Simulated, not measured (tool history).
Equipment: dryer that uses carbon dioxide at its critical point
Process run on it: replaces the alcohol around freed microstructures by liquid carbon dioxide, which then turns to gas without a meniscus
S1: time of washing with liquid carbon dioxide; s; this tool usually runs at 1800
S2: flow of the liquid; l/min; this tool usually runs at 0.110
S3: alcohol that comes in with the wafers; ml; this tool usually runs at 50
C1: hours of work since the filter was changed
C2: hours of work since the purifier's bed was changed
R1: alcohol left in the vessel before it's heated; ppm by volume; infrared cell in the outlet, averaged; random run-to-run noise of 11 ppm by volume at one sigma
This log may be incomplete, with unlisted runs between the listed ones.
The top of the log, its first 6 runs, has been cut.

| run | hour | S1 | S2 | S3 | C1 | C2 | R1 |
|---|---|---|---|---|---|---|---|
| 7 | 235.9 | 1800 | 0.110 | 42 | 351 | 619 | 1019 |
| 8 | 267.1 | 1800 | 0.110 | 42 | 371 | 639 | 1034 |
| 9 | 308.7 | 1440 | 0.110 | 42 | 397 | 665 | 2596 |
|  | 318.4 | inlet filter changed |
| 10 | 349.6 | 1920 | 0.110 | 50 | 19 | 690 | 496 |
| 11 | 389.9 | 1920 | 0.110 | 50 | 45 | 715 | 534 |
| 12 | 423.5 | 1920 | 0.110 | 50 | 66 | 736 | 543 |
|  | 447.4 | purifier's bed changed |
| 13 | 463.4 | 1920 | 0.162 | 50 | 89 | 10 | 58 |
| 14 | 489.5 | 1800 | 0.110 | 50 | 105 | 26 | 763 |
| 15 | 526.5 | 1800 | 0.110 | 51 | 128 | 49 | 791 |
| 16 | 566.4 | 1800 | 0.110 | 51 | 153 | 74 | 827 |
| 17 | 606.0 | 1800 | 0.110 | 51 | 178 | 99 | 843 |
| 18 | 654.5 | 1800 | 0.110 | 51 | 208 | 129 | 927 |
| 19 | 678.6 | 1800 | 0.110 | 51 | 223 | 144 | 922 |
| 20 | 726.3 | 1800 | 0.110 | 51 | 253 | 174 | 1011 |
| 21 | 752.7 | 1800 | 0.110 | 51 | 269 | 190 | 1012 |
| 22 | 803.3 | 1440 | 0.168 | 48 | 301 | 222 | 412 |
| 23 | 840.5 | 1140 | 0.086 | 28 | 324 | 245 | 5713 |

Predict the results of run 24:
| 24 | 884.8 | 2460 | 0.151 | 50 | 351 | 273 | ? |

R1: 53 ppm by volume
Take away the tool's hidden state, keep the run-to-run variation as it was, and the same run would have given R1 20 ppm by volume.
